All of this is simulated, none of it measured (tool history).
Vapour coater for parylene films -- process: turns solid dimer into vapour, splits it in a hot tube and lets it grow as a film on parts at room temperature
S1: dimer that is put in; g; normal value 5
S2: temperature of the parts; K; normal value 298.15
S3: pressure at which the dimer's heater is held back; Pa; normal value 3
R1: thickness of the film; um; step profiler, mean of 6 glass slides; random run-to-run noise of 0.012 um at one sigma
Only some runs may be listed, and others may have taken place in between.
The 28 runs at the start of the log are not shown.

| run | hour | S1 | S2 | S3 | R1 |
|---|---|---|---|---|---|
| 29 | 1541.8 | 3 | 303.15 | 6.75 | 1.34 |
| 30 | 1597.4 | 5 | 308.15 | 3 | 1.87 |
| 31 | 1673.1 | 5 | 308.15 | 3 | 1.86 |
| 32 | 1719.5 | 5 | 308.15 | 3 | 1.86 |
| 33 | 1787.3 | 4 | 298.15 | 3 | 2.33 |
| 34 | 1834 | 4 | 298.15 | 3 | 2.3 |
|  | 1883.6 | trap's valve overhauled |
| 35 | 1885.5 | 5 | 302.15 | 3.46 | 2.49 |
| 36 | 1940 | 5 | 302.15 | 3.46 | 2.47 |
| 37 | 1983.6 | 5 | 302.15 | 3.46 | 2.45 |
| 38 | 2021.7 | 5 | 300.15 | 3 | 2.68 |
| 39 | 2066.1 | 4 | 291.15 | 3 | 2.91 |
| 40 | 2123 | 5 | 298.15 | 4.6 | 2.85 |
| 41 | 2154 | 3 | 291.15 | 2.58 | 2.14 |
| 42 | 2211.8 | 7 | 293.15 | 11.62 | 4.65 |

Here are 5 independent what-if runs from the current tool condition. What would each one return?
| A | 2280.8 | 5 | 298.15 | 11.62 | ? |
| B | 2280.8 | 7 | 293.15 | 5.36 | ? |
| C | 2280.8 | 5 | 304.15 | 11.62 | ? |
| D | 2280.8 | 5 | 298.15 | 10.06 | ? |
| E | 2280.8 | 8 | 298.15 | 7.81 | ? |

| run | R1 |
|---|---|
| A | 2.61 |
| B | 4.83 |
| C | 1.99 |
| D | 2.64 |
| E | 4.31 |
Without the tool's hidden state the same runs would have given:
| run | R1 |
|---|---|
| A | 2.82 |
| B | 5.18 |
| C | 2.14 |
| D | 2.85 |
| E | 4.65 |

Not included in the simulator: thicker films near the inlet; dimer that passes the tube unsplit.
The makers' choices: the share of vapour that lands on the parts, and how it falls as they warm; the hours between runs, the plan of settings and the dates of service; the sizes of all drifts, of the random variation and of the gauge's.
